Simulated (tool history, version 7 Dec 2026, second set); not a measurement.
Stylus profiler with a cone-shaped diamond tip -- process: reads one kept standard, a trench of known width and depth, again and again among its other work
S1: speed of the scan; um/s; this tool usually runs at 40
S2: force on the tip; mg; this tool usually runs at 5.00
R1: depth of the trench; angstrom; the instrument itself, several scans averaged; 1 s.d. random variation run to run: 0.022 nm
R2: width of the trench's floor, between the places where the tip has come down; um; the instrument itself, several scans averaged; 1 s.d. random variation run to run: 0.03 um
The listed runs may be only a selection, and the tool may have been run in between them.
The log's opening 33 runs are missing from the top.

run	hour	S1	S2	R1	R2
34	1032.1	21	1.79	1009.3	18.32
35	1072.4	20	3.09	1012.6	18.33
36	1110.1	20	8.39	1023.4	18.32
37	1139.0	114	4.48	1016.1	18.10
38	1177.3	17	8.07	1023.4	18.34
39	1206.5	10	7.25	1022.1	18.38
40	1244.6	10	7.25	1022.0	18.36
41	1283.0	125	13.22	1031.7	18.18
42	1323.7	125	13.22	1031.8	18.21
43	1361.0	25	5.90	1019.3	18.32
44	1401.7	40	9.05	1025.2	18.33
45	1431.3	13	9.86	1026.1	18.37
46	1471.9	62	2.84	1012.2	18.13

Forecast each of these 4 alternatives for the next run:
A	1507.4	23	2.84	?	?
B	1507.4	62	2.27	?	?
C	1507.4	69	3.00	?	?
D	1507.4	135	5.05	?	?

run	R1	R2
A	1012.3	18.32
B	1010.5	18.17
C	1012.7	18.14
D	1017.6	18.02
Take away the tool's hidden state, keep each run's random variation, and the runs would have read:
run	R1	R2
A	1011.0	18.75
B	1009.1	18.60
C	1011.3	18.58
D	1016.2	18.46

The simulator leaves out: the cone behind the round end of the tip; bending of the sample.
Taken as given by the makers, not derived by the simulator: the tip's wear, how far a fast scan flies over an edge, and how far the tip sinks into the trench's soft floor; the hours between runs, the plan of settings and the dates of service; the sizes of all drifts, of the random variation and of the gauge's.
